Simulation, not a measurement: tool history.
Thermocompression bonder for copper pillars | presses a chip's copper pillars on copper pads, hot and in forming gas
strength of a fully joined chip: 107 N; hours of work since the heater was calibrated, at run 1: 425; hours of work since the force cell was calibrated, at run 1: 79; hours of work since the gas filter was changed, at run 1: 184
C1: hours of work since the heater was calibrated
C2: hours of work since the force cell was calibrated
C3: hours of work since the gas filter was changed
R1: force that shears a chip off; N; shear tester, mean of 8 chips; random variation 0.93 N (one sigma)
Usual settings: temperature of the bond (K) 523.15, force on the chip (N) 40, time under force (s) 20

Run 1, day 0: usual settings; C1 425; C2 79; C3 184. Result: R1 70.3 N.
Run 2, day 0.325: usual settings but temperature of the bond (K) 508.15; C1 429; C2 84; C3 189. Result: R1 59.3 N.
Run 3, day 0.771: usual settings but force on the chip (N) 47; C1 436; C2 91; C3 196. Result: R1 79.8 N.
Run 4, day 1.033: usual settings but force on the chip (N) 47; C1 440; C2 95; C3 199. Result: R1 80.4 N.
Run 5, day 1.271: usual settings but time under force (s) 60; C1 444; C2 98; C3 203. Result: R1 89 N.
Run 6, day 1.517: usual settings but time under force (s) 60; C1 447; C2 102; C3 207. Result: R1 87.8 N.
Run 7, day 1.858: usual settings but force on the chip (N) 31; C1 453; C2 107; C3 212. Result: R1 55.4 N.
Run 8, day 2.346: usual settings but time under force (s) 11; C1 460; C2 115; C3 219. Result: R1 60 N.
Run 9, day 2.733: usual settings but temperature of the bond (K) 512.15; C1 466; C2 120; C3 225. Result: R1 59.5 N.
Run 10, day 3: usual settings but temperature of the bond (K) 512.15; C1 470; C2 124; C3 229. Result: R1 60.8 N.
Run 11, day 3.5: usual settings but temperature of the bond (K) 496.15; C1 477; C2 132; C3 237. Result: R1 46.2 N.
Run 12, day 3.75: usual settings but temperature of the bond (K) 496.15; C1 481; C2 136; C3 240. Result: R1 46.3 N.
Run 13, day 4.1: usual settings; C1 486; C2 141; C3 246. Result: R1 69.5 N.
Run 14, day 4.338: usual settings; C1 490; C2 144; C3 249. Result: R1 69.9 N.
Run 15, day 4.629: usual settings; C1 494; C2 149; C3 253. Result: R1 70.2 N.
Run 16, day 4.946: usual settings; C1 499; C2 154; C3 258. Result: R1 69.6 N.
Run 17, day 5.329: usual settings; C1 505; C2 159; C3 264. Result: R1 68.7 N.
Run 18, day 5.725: usual settings but force on the chip (N) 38; C1 511; C2 165; C3 270. Result: R1 66.8 N.
Run 19, day 6.05: usual settings but force on the chip (N) 38; C1 515; C2 170; C3 275. Result: R1 65.4 N.

Forecast run 20:
Run 20, day 6.346: usual settings but force on the chip (N) 38, time under force (s) 14; C1 520; C2 175; C3 279. Result: R1 ?.

Run 20 gave R1 60.8 N.
Without the tool's hidden state the same run would have given R1 70.5 N.
